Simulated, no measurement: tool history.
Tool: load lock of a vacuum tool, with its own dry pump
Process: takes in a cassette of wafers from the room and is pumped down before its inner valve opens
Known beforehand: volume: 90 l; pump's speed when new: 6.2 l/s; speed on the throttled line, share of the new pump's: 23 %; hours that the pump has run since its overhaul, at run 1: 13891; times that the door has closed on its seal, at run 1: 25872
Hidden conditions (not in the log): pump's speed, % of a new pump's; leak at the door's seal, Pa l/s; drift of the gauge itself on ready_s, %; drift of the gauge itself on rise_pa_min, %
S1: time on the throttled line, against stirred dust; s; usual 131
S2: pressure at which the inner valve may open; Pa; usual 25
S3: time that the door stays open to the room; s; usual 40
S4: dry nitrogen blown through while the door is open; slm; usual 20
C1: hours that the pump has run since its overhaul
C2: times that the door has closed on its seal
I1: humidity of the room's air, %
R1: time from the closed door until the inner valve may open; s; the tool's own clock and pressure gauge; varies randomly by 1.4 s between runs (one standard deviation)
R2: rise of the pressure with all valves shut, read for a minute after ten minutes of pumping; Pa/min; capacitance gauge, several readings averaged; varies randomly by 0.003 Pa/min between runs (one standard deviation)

run     hour   S1  S2   S3  S4     C1     C2    I1     R1     R2
  1        0  131  25   40  20  13891  25872  42.1  231.2  0.232
  2    575.7  131  25   40  13  14467  26601  44.6  232.3  0.249
  3    949.4  110  25   40  13  14840  27074  48.6  217.5  0.245
  4   1570.6  110  25   40  13  15462  27859  44.7  216.7  0.261
  5     1865  110  25   40  13  15756  28232    44  216.6  0.264
  6   2384.5  110  25   40  13  16275  28889  46.2  217.5   0.27
  7   2733.4  110  25   40  13  16624  29331  46.5  220.6  0.283
  8   3171.5  110  25   40  13  17062  29885  43.7  219.2  0.288
      3332.9  -- dry pump taken out, an overhauled one fitted
  9   3580.4  110  25   40  13    247  30395  39.8  204.4  0.288
 10   3862.7  110  25   40  13    530  30752    46  206.7  0.298
 11   4259.8  131  40   40  20    927  31254  45.1  215.1  0.307
 12   4540.9  131  40   40  20   1208  31610  46.2  215.9  0.308
 13   5081.2  131  40   40  20   1748  32293  44.6  218.5  0.321
 14   5649.4  131  25   40  24   2316  33012  45.7  225.8  0.329
 15   5952.6  131  25   40  24   2620  33396  45.6  224.9  0.328
 16   6226.7  131  25   40  14   2894  33743    46  221.6  0.344
 17   6502.7  131  25   40  14   3170  34092  39.1  225.7  0.341
 18   7095.9  131  25   40  14   3763  34842  44.7    224  0.356
 19   7390.4  131  25   40  14   4057  35215  44.6  225.5  0.365
 20   7936.9   99  24   46   7   4604  35906  47.4  199.8  0.375
 21   8270.4  131  43   61  20   4937  36328  42.1  214.2  0.387
 22   8821.8   84  22   33  23   5489  37026  45.6  192.3  0.386
 23   9347.1  209  20   40  20   6014  37690  43.8  287.8  0.398
 24   9945.6  115  20   40  20   6613  38448  45.7  219.8  0.411
 25  10383.2  238  20   61  20   7050  39001  47.6  310.8  0.436
 26  10885.9  238  20   61  20   7553  39637  46.5  310.4  0.443
 27  11516.8   79  20  225  20   8184  40435  42.7    194  0.466
 28  11922.7   79  20  225  20   8590  40949  43.9  191.9  0.478
 29  12266.4   79  20  225  20   8933  41384  42.9  190.8  0.485
 30  12636.6   79  20  225  20   9304  41852  44.4  194.6  0.493
 31  13083.9   79  39  225  20   9751  42418  45.1  183.9  0.496
 32  13360.9   79  39  225  20  10028  42769  46.4  184.2  0.504

Predict the results of run 33:
 33  13889.1  79  39  149  29  10556  43437  43.2   ?   ?

{"run 33": {"R1": 183.6, "R2": 0.498}}
If the tool had no hidden condition, the same run with the same run-to-run variation would have returned R1 174.8 s, R2 0.024 Pa/min.
